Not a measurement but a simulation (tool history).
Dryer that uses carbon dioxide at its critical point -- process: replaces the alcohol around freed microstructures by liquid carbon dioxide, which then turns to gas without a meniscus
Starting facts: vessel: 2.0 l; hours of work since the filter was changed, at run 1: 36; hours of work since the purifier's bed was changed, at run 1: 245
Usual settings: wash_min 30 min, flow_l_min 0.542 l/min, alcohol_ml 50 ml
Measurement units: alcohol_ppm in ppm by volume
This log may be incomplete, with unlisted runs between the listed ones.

run	day	wash_min	flow_l_min	alcohol_ml	hours of work since the filter was changed	hours of work since the purifier's bed was changed	alcohol_ppm
1	0	30	0.542	50	36	245	125
2	0.646	21	0.542	50	45	254	417
3	1.246	45	0.542	50	53	262	88
4	1.708	30	0.542	63	59	268	149
5	2.083	30	0.542	63	64	273	157
6	2.525	30	0.542	63	70	279	157
7	2.983	30	0.542	63	76	285	168
8	3.45	30	0.542	63	82	291	156
9	3.925	30	0.542	63	88	298	170
10	4.496	30	0.542	50	96	306	164
11	4.929	30	0.542	31	102	311	129
12	5.542	30	0.542	31	110	319	139
13	5.896	30	0.542	31	115	324	136
14	6.346	30	0.542	50	121	330	156
15	6.983	30	0.542	50	129	339	163
16	7.629	30	0.384	50	138	347	472
17	8.029	30	0.384	50	143	353	481
18	8.521	30	0.384	50	150	359	492
19	8.917	30	0.384	50	155	365	500
20	9.312	30	0.384	50	161	370	500
21	9.938	30	0.384	50	169	378	522
22	10.321	30	0.384	50	174	383	520
23	10.712	30	0.542	48	179	389	175
24	11.05	30	0.329	50	184	393	850
25	11.538	18	0.567	42	190	400	666

Predict the results of run 26:
26	12.079	18	0.567	42	198	407	?

alcohol_ppm: 665 ppm by volume
On a tool with no hidden condition, and with the same random variation, this run would have come out at alcohol_ppm 428 ppm by volume.
